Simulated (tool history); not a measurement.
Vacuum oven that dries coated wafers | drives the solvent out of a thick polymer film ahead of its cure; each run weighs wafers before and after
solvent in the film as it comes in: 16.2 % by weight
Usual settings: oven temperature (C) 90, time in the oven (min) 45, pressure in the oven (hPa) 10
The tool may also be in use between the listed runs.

run   hour  oven temperature (C)  time in the oven (min)  pressure in the oven (hPa)  solvent left in the film (%)
  1      0                    90                      45                          10                           1.8
  2   26.3                    90                      47                          10                          1.69
  3   50.3                    90                      45                          10                          1.84
  4   75.2                    90                      45                        14.3                          2.07
  5  110.5                    90                      45                        14.3                          2.08
  6  141.4                    90                      45                        14.3                          2.05
  7  177.2                    90                      45                        14.3                          2.08
       181  -- vacuum gauge cleaned of residue and calibrated
  8  215.4                    90                      45                          10                          1.55
  9  252.8                    90                      45                          10                          1.53
 10  273.3                    90                      45                          10                          1.54
 11  310.2                    90                      45                          10                          1.53
 12  326.1                    85                      45                          10                          2.21
 13  350.2                   101                      45                          10                          0.65
 14  371.4                   101                      45                          10                          0.67
 15  394.5                   101                      45                          10                          0.65
 16  412.1                    90                      45                          10                          1.57
 17  436.1                    90                      45                        16.1                          1.88
 18  469.9                    90                      45                          10                          1.56
 19    507                   104                      45                          10                          0.53
 20  531.8                   104                      32                        23.3                          1.38
 21    559                   104                      32                        23.3                          1.39
 22  587.3                    90                      66                        38.5                           2.5
 23  603.8                    86                      67                        23.9                          2.07
 24  621.8                    88                      33                          10                          2.82
 25  645.3                    88                      33                          10                          2.81
     661.5  -- oven's thermocouples calibrated
 26  673.7                    88                      33                          10                          3.11
 27  696.1                    88                      33                          10                          3.12
 28  730.8                    88                      33                          10                          3.12
 29  747.1                    88                      33                          10                          3.09
 30  772.2                    88                      70                         7.4                          0.97
 31  796.8                    79                      70                         7.4                          1.89
 32  814.8                    79                      70                         7.4                          1.89
 33  843.1                    79                      70                         7.4                          1.88
 34  871.3                    81                      36                         8.9                          4.04
 35  890.8                    81                      36                         8.9                          4.05
 36  928.2                    83                      59                         8.9                          1.94
 37  957.8                    90                      63                          10                          1.14

Hidden state or all else? Some run-to-run changes of solvent left in the film (%), split into what the settings, what came in and random variation would give without the hidden state, and what is left for the hidden state (with any gauge scatter that isn't in both results):
The hidden state here: true wafer temperature over the reading, C; true pressure over the reading, kPa; drift of the gauge itself on solvent_pct, %.
Run 7 -> 8: pressure in the oven (hPa) 14.3 -> 10, vacuum gauge cleaned of residue and calibrated. solvent left in the film (%) -0.53: hidden state -0.29, all else -0.24.
Run 12 -> 13: oven temperature (C) 85 -> 101. solvent left in the film (%) -1.56: hidden state +0.11, all else -1.67.
Run 25 -> 26: oven's thermocouples calibrated. solvent left in the film (%) +0.3: hidden state +0.29, all else +0.01.
Run 29 -> 30: time in the oven (min) 33 -> 70, pressure in the oven (hPa) 10 -> 7.4. solvent left in the film (%) -2.12: hidden state +0.02, all else -2.14.
Run 33 -> 34: oven temperature (C) 79 -> 81, time in the oven (min) 70 -> 36, pressure in the oven (hPa) 7.4 -> 8.9. solvent left in the film (%) +2.16: hidden state -0.03, all else +2.19.
Run 35 -> 36: oven temperature (C) 81 -> 83, time in the oven (min) 36 -> 59. solvent left in the film (%) -2.11: hidden state +0.02, all else -2.13.
